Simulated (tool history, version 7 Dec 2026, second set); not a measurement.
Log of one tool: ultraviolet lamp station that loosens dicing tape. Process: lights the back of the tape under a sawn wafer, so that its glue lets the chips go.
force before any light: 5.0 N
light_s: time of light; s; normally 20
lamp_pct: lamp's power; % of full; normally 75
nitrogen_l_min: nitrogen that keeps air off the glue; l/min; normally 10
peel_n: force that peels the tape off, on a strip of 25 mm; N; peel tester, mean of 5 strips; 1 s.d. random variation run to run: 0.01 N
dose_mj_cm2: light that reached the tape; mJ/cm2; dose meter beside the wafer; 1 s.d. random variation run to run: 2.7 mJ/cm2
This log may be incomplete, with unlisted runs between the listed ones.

run	hour	light_s	lamp_pct	nitrogen_l_min	peel_n	dose_mj_cm2
1	0	20	75	10	0.902	254
2	48.6	20	75	10	0.92	244
3	83.6	20	75	10	0.98	239
4	126.6	20	75	10	0.994	240
5	149.9	20	75	10	1	240
6	195.8	20	75	10	1.027	234
7	223.8	20	75	10	0.972	234
8	249.9	26	75	10	0.687	309
9	277.7	20	75	10	1.031	229
10	322	20	75	7	1.297	222
11	356.1	20	75	7	1.305	223
12	387.2	39	99	18	0.172	573

Forecast run 13:
13	416.9	23	75	3	?	?

For run 13 the tool returned peel_n 1.665 N, dose_mj_cm2 245 mJ/cm2.
With no hidden state in the tool, this same run would have given peel_n 0.817 N, dose_mj_cm2 421 mJ/cm2.
